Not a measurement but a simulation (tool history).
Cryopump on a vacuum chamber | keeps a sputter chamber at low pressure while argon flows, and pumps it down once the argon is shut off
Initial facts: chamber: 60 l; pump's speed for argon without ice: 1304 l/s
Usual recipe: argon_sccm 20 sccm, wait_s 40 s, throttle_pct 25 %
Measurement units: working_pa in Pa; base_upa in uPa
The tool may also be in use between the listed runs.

run    day  argon_sccm  wait_s  throttle_pct  working_pa  base_upa
  1      0          20      40            25      0.1089       3.1
  2  0.479          20      40            25      0.1085      3.13
  3  0.804          20      40            25      0.1088      3.24
  4   1.25          20      40            25      0.1095      3.26
  5  1.596          20      40            25      0.1094      3.19
  6      2          20      40            25      0.1082      3.25
  7  2.546          20      40            25       0.109      3.21
  8  3.092          20      40            25      0.1098      3.17
  9  3.875          20      40            25      0.1092      3.22
 10    4.6          20      40            25      0.1102      3.23
 11  4.929          20      40            25      0.1092      3.29
 12  5.575          20      40            25      0.1093       3.3
 13  6.179          10      30            60      0.0245      3.74
 14  6.938          11      95            28       0.054      2.46

Forecast run 15:
 15  7.608          11      95            28           ?         ?

{"run 15": {"working_pa": 0.0548, "base_upa": 2.46}}
With the hidden condition absent and the run-to-run variation left alone, this run would have shown working_pa 0.0511 Pa, base_upa 0.8 uPa.

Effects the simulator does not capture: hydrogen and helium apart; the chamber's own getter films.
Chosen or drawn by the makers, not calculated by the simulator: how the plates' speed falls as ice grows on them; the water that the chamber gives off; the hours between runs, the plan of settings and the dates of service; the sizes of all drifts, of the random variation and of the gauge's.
